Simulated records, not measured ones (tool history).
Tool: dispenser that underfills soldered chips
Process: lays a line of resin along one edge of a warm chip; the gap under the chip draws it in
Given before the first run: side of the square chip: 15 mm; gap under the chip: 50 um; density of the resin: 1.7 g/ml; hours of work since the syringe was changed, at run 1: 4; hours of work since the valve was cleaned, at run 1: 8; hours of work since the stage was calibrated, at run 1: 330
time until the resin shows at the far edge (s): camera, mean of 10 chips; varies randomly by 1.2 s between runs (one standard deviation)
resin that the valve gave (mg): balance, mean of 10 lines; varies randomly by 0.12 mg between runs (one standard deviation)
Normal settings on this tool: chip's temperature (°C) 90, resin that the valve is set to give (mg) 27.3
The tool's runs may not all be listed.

run	hour	chip's temperature (°C)	resin that the valve is set to give (mg)	hours of work since the syringe was changed	hours of work since the valve was cleaned	hours of work since the stage was calibrated	time until the resin shows at the far edge (s)	resin that the valve gave (mg)
1	0.0	90	27.3	4	8	330	147.6	27.21
# hour 3.7: new syringe of resin
2	8.3	90	27.3	4	14	337	143.8	27.03
# hour 11.6: new syringe of resin
3	14.3	90	32.9	2	19	341	128.1	32.28
# hour 20.2: new syringe of resin
4	25.2	90	32.9	4	27	349	146.8	32.20
# hour 28.1: new syringe of resin
5	33.9	90	27.6	5	34	356	157.8	27.03
# hour 35.8: new syringe of resin
6	40.3	90	27.6	4	39	361	147.4	26.76
# hour 44.3: new syringe of resin
7	50.2	90	27.3	5	47	369	160.5	26.33
# hour 52.2: new syringe of resin
# hour 60.0: new syringe of resin
8	61.7	90	27.3	1	55	377	125.6	26.15
# hour 67.8: new syringe of resin
9	69.1	90	27.3	1	61	383	120.7	26.14
# hour 75.5: new syringe of resin
10	78.6	90	27.3	2	68	390	133.3	26.06
# hour 83.3: new syringe of resin
11	85.3	90	27.3	2	73	395	128.8	25.92
12	89.9	90	27.3	5	77	399	163.7	25.65
# hour 91.2: new syringe of resin
# hour 99.2: new syringe of resin
13	100.4	90	27.3	1	85	407	123.2	25.19
# hour 107.0: dispensing valve cleaned and set on the balance
# hour 108.0: new syringe of resin
14	112.5	90	27.3	4	4	415	144.2	27.24
# hour 115.7: new syringe of resin
15	119.7	90	27.3	3	10	421	142.8	27.04
# hour 123.3: new syringe of resin
16	125.8	90	27.3	2	14	425	128.8	26.87
# hour 131.6: new syringe of resin
17	135.4	90	27.3	3	22	433	139.1	26.81
# hour 139.3: new syringe of resin
18	141.3	101	28.7	2	26	437	87.6	28.16
19	145.8	90	34.8	5	30	441	153.1	34.13
# hour 147.3: new syringe of resin
# hour 154.9: new syringe of resin
20	154.9	77	24.7	0	36	447	182.7	24.11
21	160.4	75	34.9	4	41	452	254.0	33.70
# hour 162.7: new syringe of resin
22	167.3	102	26.7	4	46	457	100.1	25.82
# hour 170.7: new syringe of resin
23	174.8	102	26.7	3	52	463	95.9	25.56
# hour 178.6: new syringe of resin
24	181.7	82	27.3	3	57	468	183.5	26.20
# hour 186.2: new syringe of resin
25	187.5	98	34.8	1	61	472	89.2	33.20
26	193.2	98	34.8	6	66	477	125.7	33.16
# hour 194.3: new syringe of resin
# hour 200.2: stage's temperature calibrated
# hour 203.5: new syringe of resin
27	204.2	98	34.8	1	73	3	91.7	32.92
# hour 211.8: new syringe of resin
28	212.6	90	35.4	1	80	9	124.8	33.18
# hour 219.4: new syringe of resin
29	220.0	79	23.3	0	85	15	197.7	21.76
# hour 225.8: dispensing valve cleaned and set on the balance
# hour 228.5: new syringe of resin
30	229.6	90	27.7	1	3	22	128.5	27.50
31	234.5	98	23.9	5	7	25	135.0	23.56
# hour 236.3: new syringe of resin
32	242.7	100	31.1	5	13	32	121.2	30.73
# hour 244.8: new syringe of resin
33	251.9	104	32.3	6	20	39	111.2	31.93

Each row is a separate what-if for the run after 33, all from the same tool condition, not one after another. Results?
# hour 253.2: new syringe of resin
A	257.6	79	24.6	3	24	43	?	?
# hour 253.2: new syringe of resin
B	257.6	79	27.1	3	24	43	?	?
# hour 253.2: new syringe of resin
C	257.6	95	23.6	3	24	43	?	?
# hour 253.2: new syringe of resin
D	257.6	77	29.6	3	24	43	?	?

run	time until the resin shows at the far edge (s)	resin that the valve gave (mg)
A	236.5	24.18
B	233.2	26.56
C	135.9	23.01
D	239.1	29.02
What these runs would have given with no unlogged condition in the tool:
run	time until the resin shows at the far edge (s)	resin that the valve gave (mg)
A	182.7	24.66
B	180.5	27.09
C	104.9	23.48
D	185.4	29.61
